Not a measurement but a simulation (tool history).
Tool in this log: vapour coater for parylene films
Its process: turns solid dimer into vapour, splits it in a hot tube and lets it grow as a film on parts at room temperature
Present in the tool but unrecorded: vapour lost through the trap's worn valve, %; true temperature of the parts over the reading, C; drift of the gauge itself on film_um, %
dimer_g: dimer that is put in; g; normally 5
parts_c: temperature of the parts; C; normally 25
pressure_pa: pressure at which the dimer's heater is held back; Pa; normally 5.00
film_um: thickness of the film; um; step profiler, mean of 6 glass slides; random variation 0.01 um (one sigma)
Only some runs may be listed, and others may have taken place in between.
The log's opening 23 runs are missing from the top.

run    hour  dimer_g  parts_c  pressure_pa  hours of work since the trap's valve was overhauled  hours of work since the table's thermometer was calibrated  film_um
     1044.9  -- trap's valve overhauled
 24  1064.0        5       25         9.86                                                   16                                                         885     1.34
 25  1091.0        3       25        10.27                                                   39                                                         907     0.78
 26  1120.0        5       17         5.00                                                   63                                                         932     1.97
 27  1156.0        3       25         2.09                                                   93                                                         962     1.02
 28  1213.9        3       25         2.09                                                  142                                                        1010     1.00
     1241.8  -- table's thermometer calibrated
 29  1257.4        3       25         2.09                                                  177                                                          13     1.03
 30  1318.2        7       36         3.32                                                  228                                                          64     1.48
 31  1365.6        3       37         6.27                                                  268                                                         104     0.55
 32  1403.5        5       34         6.43                                                  300                                                         135     1.04
 33  1445.3        4       24         6.51                                                  335                                                         171     1.17
 34  1495.4        5       34         8.91                                                  377                                                         212     0.98
 35  1527.3        5       31         4.80                                                  403                                                         239     1.19
 36  1558.5        5       31         5.62                                                  429                                                         265     1.16
 37  1588.8        5       31         5.62                                                  455                                                         291     1.18
 38  1643.8        5       17         5.00                                                  501                                                         337     1.98
 39  1688.6        7       35         2.28                                                  538                                                         374     1.60
 40  1721.6        8       25         5.00                                                  566                                                         402     2.36
 41  1780.1        8       23         5.00                                                  615                                                         451     2.53
 42  1808.9        5       21         3.47                                                  639                                                         475     1.81
     1836.5  -- trap's valve overhauled
 43  1863.4        5       21         3.47                                                   23                                                         517     1.81
 44  1918.8        5       21         3.47                                                   69                                                         564     1.82
 45  1946.8        4       25         2.24                                                   92                                                         587     1.34

Predict each of these 5 candidate next runs independently; none follows another, all start after run 45:
  A  1978.7        5       26         5.00                                                  119                                                         614        ?
  B  1978.7        4       25         3.17                                                  119                                                         614        ?
  C  1978.7        4       27         2.24                                                  119                                                         614        ?
  D  1978.7        4       31         2.24                                                  119                                                         614        ?
  E  1978.7        8       25         5.00                                                  119                                                         614        ?

run  film_um
  A     1.42
  B     1.26
  C     1.24
  D     1.08
  E     2.35
Without the tool's hidden state the same runs would have given:
run  film_um
  A     1.42
  B     1.26
  C     1.24
  D     1.08
  E     2.35
